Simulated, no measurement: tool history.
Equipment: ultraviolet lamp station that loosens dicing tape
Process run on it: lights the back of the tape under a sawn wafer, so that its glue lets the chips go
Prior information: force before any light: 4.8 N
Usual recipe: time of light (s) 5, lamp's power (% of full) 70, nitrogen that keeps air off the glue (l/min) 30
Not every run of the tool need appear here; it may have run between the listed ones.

run	hour	time of light (s)	lamp's power (% of full)	nitrogen that keeps air off the glue (l/min)	force that peels the tape off (N)	light that reached the tape (J/m2)
1	0.0	5	70	30	0.223	3230
2	8.2	5	70	30	0.220	3210
# hour 17.6: window cleaned of glue's vapour
3	18.1	5	70	30	0.200	3450
4	27.2	5	70	34	0.177	3470
5	36.2	5	70	34	0.184	3390
6	42.8	5	69	30	0.208	3370
7	51.7	5	69	30	0.220	3350
8	64.6	5	69	30	0.218	3390
9	75.1	5	69	30	0.215	3360
10	85.1	5	88	30	0.144	4200
11	92.0	5	70	30	0.207	3350
12	104.9	5	65	30	0.254	3060
13	116.1	5	65	30	0.246	3070
14	123.8	9	89	19	0.102	7480
15	136.3	7	70	25	0.139	4570
16	145.2	5	70	17	0.293	3250
17	151.1	5	70	35	0.210	3260
18	161.1	2	70	57	1.046	1260
19	168.4	4	62	26	0.496	2310
20	182.0	8	74	22	0.108	5390
21	193.8	5	79	30	0.191	3550
22	203.1	5	75	25	0.225	3340
23	216.4	4	60	38	0.490	2140

Forecast each of these 3 alternatives for the next run:
A	224.7	6	66	27	?	?
B	224.7	3	99	30	?	?
C	224.7	5	82	30	?	?

run	force that peels the tape off (N)	light that reached the tape (J/m2)
A	0.197	3460
B	0.349	2570
C	0.178	3620
Take away the tool's hidden state, keep each run's random variation, and the runs would have read:
run	force that peels the tape off (N)	light that reached the tape (J/m2)
A	0.149	4030
B	0.256	2990
C	0.139	4210

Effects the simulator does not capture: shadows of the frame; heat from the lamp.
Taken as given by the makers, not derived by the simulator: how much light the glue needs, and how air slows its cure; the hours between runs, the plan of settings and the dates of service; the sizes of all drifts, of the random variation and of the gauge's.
